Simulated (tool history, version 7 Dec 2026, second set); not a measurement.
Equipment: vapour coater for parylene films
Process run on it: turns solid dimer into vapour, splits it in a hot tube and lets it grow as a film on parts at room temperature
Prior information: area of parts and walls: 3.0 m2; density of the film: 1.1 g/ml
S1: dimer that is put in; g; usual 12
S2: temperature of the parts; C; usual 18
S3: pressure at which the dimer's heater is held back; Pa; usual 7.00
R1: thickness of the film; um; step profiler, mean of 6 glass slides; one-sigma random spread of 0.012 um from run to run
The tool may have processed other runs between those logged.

Run 1, hour 0.0: usual settings. Result: R1 2.42 um.
Run 2, hour 8.9: usual settings. Result: R1 2.42 um.
Run 3, hour 16.7: usual settings. Result: R1 2.41 um.
Run 4, hour 35.1: usual settings but S3 4.23 Pa. Result: R1 2.60 um.
Run 5, hour 45.4: usual settings but S3 4.23 Pa. Result: R1 2.59 um.
Run 6, hour 63.0: usual settings but S3 4.23 Pa. Result: R1 2.57 um.
Run 7, hour 77.9: usual settings but S3 4.23 Pa. Result: R1 2.58 um.
Run 8, hour 85.8: usual settings but S3 2.01 Pa. Result: R1 2.89 um.
Run 9, hour 103.4: usual settings. Result: R1 2.38 um.
Run 10, hour 113.2: usual settings. Result: R1 2.38 um.
Run 11, hour 128.2: usual settings. Result: R1 2.36 um.
Run 12, hour 138.5: usual settings. Result: R1 2.38 um.
Run 13, hour 156.9: usual settings. Result: R1 2.37 um.
Run 14, hour 167.3: usual settings but S3 2.16 Pa. Result: R1 2.87 um.
Run 15, hour 177.6: usual settings. Result: R1 2.36 um.
Run 16, hour 188.4: usual settings. Result: R1 2.36 um.
Run 17, hour 205.8: usual settings. Result: R1 2.38 um.
Run 18, hour 214.5: usual settings. Result: R1 2.37 um.
At hour 229.0: trap's valve overhauled.
Run 19, hour 229.1: usual settings. Result: R1 2.56 um.
Run 20, hour 238.4: usual settings but S3 9.71 Pa. Result: R1 2.45 um.
Run 21, hour 252.1: usual settings. Result: R1 2.57 um.
Run 22, hour 265.8: usual settings. Result: R1 2.56 um.
Run 23, hour 275.8: usual settings but S1 10 g. Result: R1 2.14 um.
Run 24, hour 290.4: usual settings but S1 10 g, S2 25 C, S3 6.23 Pa. Result: R1 1.95 um.
Run 25, hour 307.9: usual settings but S1 10 g, S2 25 C, S3 6.23 Pa. Result: R1 1.92 um.
Run 26, hour 320.8: usual settings but S1 10 g, S3 6.23 Pa. Result: R1 2.15 um.
Run 27, hour 337.9: usual settings but S1 19 g, S3 2.34 Pa. Result: R1 4.77 um.
Run 28, hour 348.8: usual settings but S1 7 g, S2 11 C. Result: R1 1.65 um.
Run 29, hour 361.5: usual settings but S2 29 C, S3 9.18 Pa. Result: R1 2.04 um.
Run 30, hour 380.7: usual settings but S2 29 C, S3 9.18 Pa. Result: R1 2.02 um.
Run 31, hour 396.6: usual settings but S1 11 g, S2 28 C, S3 2.43 Pa. Result: R1 2.33 um.
Run 32, hour 415.5: usual settings but S2 24 C, S3 7.33 Pa. Result: R1 2.27 um.
Run 33, hour 432.8: usual settings but S2 24 C, S3 7.33 Pa. Result: R1 2.23 um.
Run 34, hour 443.9: usual settings but S3 11.99 Pa. Result: R1 2.32 um.
Run 35, hour 454.9: usual settings but S1 16 g, S2 23 C. Result: R1 3.08 um.
Run 36, hour 464.0: usual settings but S1 16 g, S2 23 C. Result: R1 3.10 um.
Run 37, hour 474.2: usual settings but S3 4.49 Pa. Result: R1 2.69 um.
Run 38, hour 489.7: usual settings but S3 4.49 Pa. Result: R1 2.72 um.
Run 39, hour 507.1: usual settings but S2 12 C, S3 5.29 Pa. Result: R1 2.87 um.
Run 40, hour 524.2: usual settings but S2 12 C, S3 5.29 Pa. Result: R1 2.87 um.
Run 41, hour 538.9: usual settings but S1 10 g, S2 30 C, S3 9.17 Pa. Result: R1 1.63 um.
Run 42, hour 551.3: usual settings but S1 9 g, S2 13 C, S3 4.03 Pa. Result: R1 2.22 um.
Run 43, hour 562.0: usual settings but S1 9 g, S2 25 C, S3 2.12 Pa. Result: R1 2.01 um.
Run 44, hour 579.3: usual settings but S3 3.73 Pa. Result: R1 2.78 um.
Run 45, hour 594.4: usual settings but S1 14 g, S2 19 C, S3 9.12 Pa. Result: R1 2.73 um.
Run 46, hour 603.8: usual settings but S1 6 g, S2 15 C. Result: R1 1.30 um.

Results for each run, recomputed without the tool's hidden state and with each run's random variation untouched:
Hidden conditions of the tool in this case: vapour lost through the trap's worn valve, %; true temperature of the parts over the reading, C; drift of the gauge itself on film_um, %.
run    R1
  1  2.58
  2  2.59
  3  2.58
  4  2.78
  5  2.78
  6  2.77
  7  2.77
  8  3.11
  9  2.57
 10  2.57
 11  2.56
 12  2.57
 13  2.57
 14  3.11
 15  2.57
 16  2.56
 17  2.59
 18  2.58
 19  2.56
 20  2.45
 21  2.57
 22  2.57
 23  2.15
 24  1.96
 25  1.94
 26  2.17
 27  4.82
 28  1.67
 29  2.06
 30  2.05
 31  2.36
 32  2.31
 33  2.27
 34  2.37
 35  3.15
 36  3.17
 37  2.75
 38  2.78
 39  2.95
 40  2.95
 41  1.68
 42  2.29
 43  2.07
 44  2.87
 45  2.83
 46  1.35
